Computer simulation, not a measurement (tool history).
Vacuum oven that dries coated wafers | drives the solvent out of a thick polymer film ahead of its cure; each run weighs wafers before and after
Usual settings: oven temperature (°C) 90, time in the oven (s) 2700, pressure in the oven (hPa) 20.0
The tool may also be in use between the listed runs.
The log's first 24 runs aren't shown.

run,hour,oven temperature (°C),time in the oven (s),pressure in the oven (hPa),solvent left in the film (%)
# hour 208.8: vacuum gauge cleaned of residue and calibrated, once more
25,211.4,91,1680,37.5,3.417
26,221.4,91,2160,29.7,2.228
27,232.9,104,4560,23.8,0.463
28,240.3,82,2700,34.1,4.622
29,251.9,82,2700,34.1,4.575
30,261.5,82,2160,51.0,6.343
31,267.6,83,1800,54.0,6.928
32,276.4,83,1800,54.0,6.957
33,287.6,83,1800,54.0,6.982
34,294.7,88,1800,50.7,4.642
35,302.3,96,2700,20.0,0.716
36,313.2,87,1620,29.6,4.994
37,320.1,87,2220,23.6,3.228
38,328.5,97,2220,33.9,1.182
39,339.4,96,3120,35.0,1.000
40,348.0,96,3120,35.0,1.004
41,358.5,90,3600,35.0,1.464

Forecast each of these 4 alternatives for the next run:
# hour 368.2: oven's thermocouples calibrated
A,370.1,96,3600,35.0,?
# hour 368.2: oven's thermocouples calibrated
B,370.1,99,2820,54.7,?
# hour 368.2: oven's thermocouples calibrated
C,370.1,90,3600,35.0,?
# hour 368.2: oven's thermocouples calibrated
D,370.1,100,2700,20.0,?

run,solvent left in the film (%)
A,0.918
B,1.263
C,1.343
D,0.475
Without the tool's hidden state the same runs would have given:
run,solvent left in the film (%)
A,0.918
B,1.265
C,1.347
D,0.474
